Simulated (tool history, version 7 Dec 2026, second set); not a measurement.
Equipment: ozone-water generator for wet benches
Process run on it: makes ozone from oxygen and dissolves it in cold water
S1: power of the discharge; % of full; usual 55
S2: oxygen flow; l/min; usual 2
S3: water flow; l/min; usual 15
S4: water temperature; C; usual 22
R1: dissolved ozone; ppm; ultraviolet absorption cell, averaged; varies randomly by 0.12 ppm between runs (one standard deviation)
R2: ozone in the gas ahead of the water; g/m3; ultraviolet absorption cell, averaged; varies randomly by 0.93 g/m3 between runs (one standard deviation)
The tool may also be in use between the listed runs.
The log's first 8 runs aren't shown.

Run 9, hour 1363.9: usual settings. Result: R1 10.1 ppm, R2 146.7 g/m3.
Run 10, hour 1504.2: usual settings. Result: R1 10.4 ppm, R2 146.5 g/m3.
Run 11, hour 1698.1: usual settings. Result: R1 10.2 ppm, R2 144.8 g/m3.
At hour 1861.3: water thermometer calibrated.
Run 12, hour 1912.1: usual settings. Result: R1 10.3 ppm, R2 146.2 g/m3.
At hour 1962.3: contactor cleaned, once more.
Run 13, hour 2093.1: usual settings. Result: R1 11.1 ppm, R2 143.8 g/m3.
Run 14, hour 2220.1: usual settings. Result: R1 11 ppm, R2 144.3 g/m3.
Run 15, hour 2420.7: usual settings. Result: R1 11.2 ppm, R2 145.6 g/m3.
Run 16, hour 2631.6: usual settings but S3 21 l/min. Result: R1 7.9 ppm, R2 143.4 g/m3.

Predict the results of run 17:
Run 17, hour 2859.1: usual settings but S3 21 l/min. Result: R1 ?, R2 ?.

R1: 7.9 ppm
R2: 142.5 g/m3
If the tool had no hidden condition, the same run with the same run-to-run variation would have returned R1 8.7 ppm, R2 156.3 g/m3.
